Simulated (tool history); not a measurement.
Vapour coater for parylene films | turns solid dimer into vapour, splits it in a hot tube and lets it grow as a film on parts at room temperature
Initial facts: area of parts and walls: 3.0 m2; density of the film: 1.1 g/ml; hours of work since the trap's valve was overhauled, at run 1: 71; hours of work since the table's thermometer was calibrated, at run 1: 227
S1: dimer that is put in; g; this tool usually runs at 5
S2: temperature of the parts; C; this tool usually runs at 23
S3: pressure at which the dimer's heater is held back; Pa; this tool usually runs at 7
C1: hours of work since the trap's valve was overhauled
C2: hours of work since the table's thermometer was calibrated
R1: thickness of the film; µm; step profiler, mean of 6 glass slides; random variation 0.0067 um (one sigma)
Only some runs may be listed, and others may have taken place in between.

Run 1, hour 0: usual settings; C1 71; C2 227. Result: R1 0.97 µm.
Run 2, hour 25.7: usual settings; C1 87; C2 244. Result: R1 0.969 µm.
Run 3, hour 60.6: usual settings but S1 3 g; C1 110; C2 266. Result: R1 0.575 µm.
Run 4, hour 91: usual settings; C1 129; C2 286. Result: R1 0.968 µm.
Run 5, hour 118.5: usual settings; C1 147; C2 304. Result: R1 0.964 µm.
Run 6, hour 143.7: usual settings; C1 163; C2 320. Result: R1 0.959 µm.
Run 7, hour 189.3: usual settings; C1 192; C2 349. Result: R1 0.96 µm.
At hour 195.7: trap's valve overhauled.
Run 8, hour 217.3: usual settings; C1 14; C2 364. Result: R1 0.942 µm.
Run 9, hour 259: usual settings; C1 41; C2 391. Result: R1 0.951 µm.
Run 10, hour 297.9: usual settings; C1 66; C2 416. Result: R1 0.945 µm.
Run 11, hour 333.3: usual settings; C1 88; C2 439. Result: R1 0.948 µm.
At hour 367: trap's valve overhauled, once more.
Run 12, hour 384.3: usual settings; C1 11; C2 469. Result: R1 0.984 µm.
Run 13, hour 420.5: usual settings; C1 34; C2 492. Result: R1 0.97 µm.
Run 14, hour 456.5: usual settings but S1 4 g, S2 19 C, S3 2.24 Pa; C1 57; C2 515. Result: R1 0.993 µm.
Run 15, hour 499.6: usual settings but S2 29 C, S3 3.57 Pa; C1 85; C2 543. Result: R1 0.942 µm.
Run 16, hour 528.5: usual settings but S1 6 g, S2 26 C, S3 3.57 Pa; C1 104; C2 562. Result: R1 1.199 µm.
Run 17, hour 575.3: usual settings but S2 22 C, S3 11.83 Pa; C1 134; C2 592. Result: R1 0.92 µm.

Forecast run 18:
Run 18, hour 614: usual settings but S1 6 g, S2 32 C, S3 3.03 Pa; C1 159; C2 617. Result: R1 ?.

R1: 1.095 µm
Take away the tool's hidden state, keep the run-to-run variation as it was, and the same run would have given R1 1.11 µm.
